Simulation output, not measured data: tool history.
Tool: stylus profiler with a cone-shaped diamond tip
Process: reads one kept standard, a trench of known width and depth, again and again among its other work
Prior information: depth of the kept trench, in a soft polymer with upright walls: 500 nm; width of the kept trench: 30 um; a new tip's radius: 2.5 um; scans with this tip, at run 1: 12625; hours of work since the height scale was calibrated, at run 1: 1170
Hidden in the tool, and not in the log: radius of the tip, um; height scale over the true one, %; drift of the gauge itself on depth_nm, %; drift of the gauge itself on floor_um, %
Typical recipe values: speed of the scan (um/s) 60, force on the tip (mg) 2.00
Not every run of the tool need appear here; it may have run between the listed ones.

run,hour,speed of the scan (um/s),force on the tip (mg),scans with this tip,hours of work since the height scale was calibrated,depth of the trench (Å),width of the trench's floor (µm)
1,0.0,60,2.00,12625,1170,5098.8,24.75
2,40.7,60,2.00,12962,1201,5100.9,24.67
3,120.8,60,2.00,13624,1262,5100.3,24.64
4,177.4,60,2.00,14092,1306,5101.8,24.54
5,226.0,60,4.28,14494,1343,5152.6,24.64
6,292.9,60,4.28,15047,1394,5151.4,24.57
# hour 315.2: new tip fitted, height scale calibrated
7,364.5,60,4.28,407,38,5118.7,26.76
8,434.6,60,4.28,987,91,5117.4,26.65
9,510.6,147,4.28,1615,150,5120.3,26.10
# hour 516.9: height scale calibrated on a step standard
10,572.2,147,4.28,2121,42,5122.3,26.10
11,613.8,147,4.28,2465,74,5124.4,26.03
12,658.7,147,4.28,2836,109,5124.7,25.96
13,700.9,57,3.05,3186,141,5102.3,26.23
# hour 719.6: height scale calibrated on a step standard, once more
14,778.3,63,2.55,3821,45,5079.6,26.08
15,864.3,109,5.75,4533,111,5144.1,25.88
16,915.1,150,2.47,4952,150,5083.7,25.48
17,987.7,150,2.47,5553,205,5086.2,25.32
18,1070.2,44,0.70,6235,269,5039.4,25.61
19,1155.3,51,0.76,6939,334,5044.1,25.50
20,1249.5,63,4.62,7717,406,5134.5,25.60
21,1329.3,95,2.00,8378,467,5080.9,25.19

Predict the results of run 22:
22,1419.4,171,1.95,9123,536,?,?

Logged for run 22: depth of the trench (Å) 5083.5, width of the trench's floor (µm) 24.64.
Minus the tool's unlogged condition, the same run would have read depth of the trench (Å) 5070.9, width of the trench's floor (µm) 25.97.
